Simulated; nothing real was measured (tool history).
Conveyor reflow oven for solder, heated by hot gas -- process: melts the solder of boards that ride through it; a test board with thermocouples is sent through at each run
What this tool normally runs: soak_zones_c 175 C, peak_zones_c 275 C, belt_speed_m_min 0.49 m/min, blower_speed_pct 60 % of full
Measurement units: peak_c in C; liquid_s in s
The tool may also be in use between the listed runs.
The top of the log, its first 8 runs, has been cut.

run    hour  soak_zones_c  peak_zones_c  belt_speed_m_min  blower_speed_pct  hours of work since the flux was cleaned out  hours of work since the belt drive was overhauled  hours of work since the thermocouples were changed  peak_c  liquid_s
      341.4  -- belt drive overhauled, speed set with a stopwatch
  9   393.6           175           275              0.49                60                                           227                                                 23                                                1119   253.3      66.3
 10   448.7           175           275              0.49                60                                           251                                                 47                                                1143   251.7      65.6
 11   488.1           175           275              0.49                60                                           268                                                 65                                                1160   252.1        65
 12   517.1           175           275              0.49                60                                           281                                                 78                                                1173   252.9      65.2
      524.8  -- belt drive overhauled, speed set with a stopwatch, once more
 13   566.6           175           275              0.49                60                                           301                                                 18                                                1193   251.3      61.3
 14   628.3           175           275              0.49                60                                           329                                                 46                                                1221   250.4      62.8
 15   661.6           175           275              0.49                60                                           343                                                 60                                                1235   249.9      61.5
 16   701.8           171           275              0.49                60                                           361                                                 78                                                1253   249.1        59
 17   747.5           175           283             0.396                60                                           381                                                 98                                                1273   263.8      90.9
      803.4  -- thermocouples of zones 6 and 7 changed
 18   809.7           175           283             0.396                60                                           408                                                125                                                   3   267.2      92.8
      832.8  -- flux residue cleaned out of gas plates and filters
 19     862           175           275             0.396                60                                            13                                                146                                                  24   264.4      90.5
 20   920.1           187           268              0.49                65                                            39                                                172                                                  49   254.9      72.1
 21   945.6           177           275             0.409                51                                            50                                                183                                                  61   260.9      85.6
 22   985.8           177           278             0.409                51                                            68                                                201                                                  78   262.5      87.5
 23  1039.2           177           278             0.408                51                                            91                                                224                                                 102   262.9      86.9
 24  1071.1           177           278             0.408                51                                           105                                                238                                                 116     263      87.6
 25  1106.4           177           278             0.408                54                                           121                                                254                                                 132   263.2      88.7
 26  1144.9           177           278             0.408                54                                           138                                                271                                                 149   262.7        89
 27  1199.9           177           278             0.408                54                                           162                                                295                                                 173   263.1      88.4
 28  1255.2           177           278             0.408                54                                           187                                                320                                                 198   261.7        88
 29  1310.1           177           278             0.408                54                                           211                                                344                                                 222   262.7      87.3
 30  1359.6           180           281             0.392                81                                           233                                                366                                                 244     272     100.5
 31  1390.5           180           281             0.392                81                                           247                                                380                                                 257   271.5      99.2

Below are 3 alternative next runs, each starting from the tool's condition after run 31. Predict each:
  A  1432.8           175           277              0.49                67                                           265                                                398                                                 276       ?         ?
  B  1432.8           180           283             0.392                81                                           265                                                398                                                 276       ?         ?
  C  1432.8           165           272              0.49                60                                           265                                                398                                                 276       ?         ?

run  peak_c  liquid_s
  A     258      68.4
  B     274     100.3
  C   250.2        59
Had the tool no hidden state, the same runs would have come out as:
run  peak_c  liquid_s
  A     261      70.2
  B   276.5     100.7
  C   253.3      61.7
